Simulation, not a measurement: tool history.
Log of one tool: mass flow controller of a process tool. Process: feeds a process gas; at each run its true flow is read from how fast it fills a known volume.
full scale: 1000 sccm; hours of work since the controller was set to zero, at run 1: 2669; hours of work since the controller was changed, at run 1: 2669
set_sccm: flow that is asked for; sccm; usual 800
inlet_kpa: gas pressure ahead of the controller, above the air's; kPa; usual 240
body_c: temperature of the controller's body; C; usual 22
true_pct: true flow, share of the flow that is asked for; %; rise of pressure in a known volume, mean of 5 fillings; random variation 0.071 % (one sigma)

run,day,set_sccm,inlet_kpa,body_c,hours of work since the controller was set to zero,hours of work since the controller was changed,true_pct
1,0,800,240,22,2669,2669,98.7
2,5.804,800,240,22,2769,2769,98.68
3,13.171,800,274,22,2896,2896,98.84
4,24.758,800,274,22,3095,3095,98.76
5,31.342,800,274,22,3208,3208,98.7
6,39.079,800,274,22,3341,3341,98.57
7,48.458,361,240,22,3502,3502,97.35
8,58.175,800,240,22,3669,3669,98.43
9,64.158,800,240,22,3772,3772,98.34
10,70.038,800,240,22,3873,3873,98.42
11,77.6,800,222,22,4003,4003,98.26
12,85.792,800,222,22,4144,4144,98.11
13,93.2,800,222,22,4271,4271,98.13
14,103.858,800,222,22,4454,4454,98.11
15,112.617,800,222,22,4605,4605,97.93
16,119.642,800,208,22,4726,4726,97.99
17,129.867,723,217,22,4902,4902,97.59
18,138.408,290,174,22,5048,5048,95.59
# day 139.267: controller's zero set anew
19,148.55,349,240,28,160,5222,94.65
20,157.504,349,240,28,314,5376,94.46
21,166.938,113,240,22,476,5538,87.15
22,178.071,113,240,22,667,5730,86.72
23,187.088,954,235,25,822,5885,97.26
24,193.883,954,235,25,939,6002,97.14
# day 205.288: controller's zero set anew, once more
25,205.288,954,235,25,0,6197,98.6
26,213.621,172,240,22,143,6341,97.71
27,218.771,403,185,40,232,6429,96.64
28,225.796,387,220,20,353,6550,98.12
29,235.188,387,220,20,514,6711,97.97
30,246.617,304,154,31,711,6908,96.75
31,254.079,304,154,31,839,7036,96.64
32,259.258,800,271,22,928,7125,98.33

Forecast each of these 3 alternatives for the next run:
A,264.1,351,168,22,1011,7208,?
B,264.1,766,240,27,1011,7208,?
C,264.1,253,141,29,1011,7208,?

run,true_pct
A,97.24
B,97.8
C,96.39
Without the tool's hidden state the same runs would have given:
run,true_pct
A,99.34
B,99.64
C,98.67

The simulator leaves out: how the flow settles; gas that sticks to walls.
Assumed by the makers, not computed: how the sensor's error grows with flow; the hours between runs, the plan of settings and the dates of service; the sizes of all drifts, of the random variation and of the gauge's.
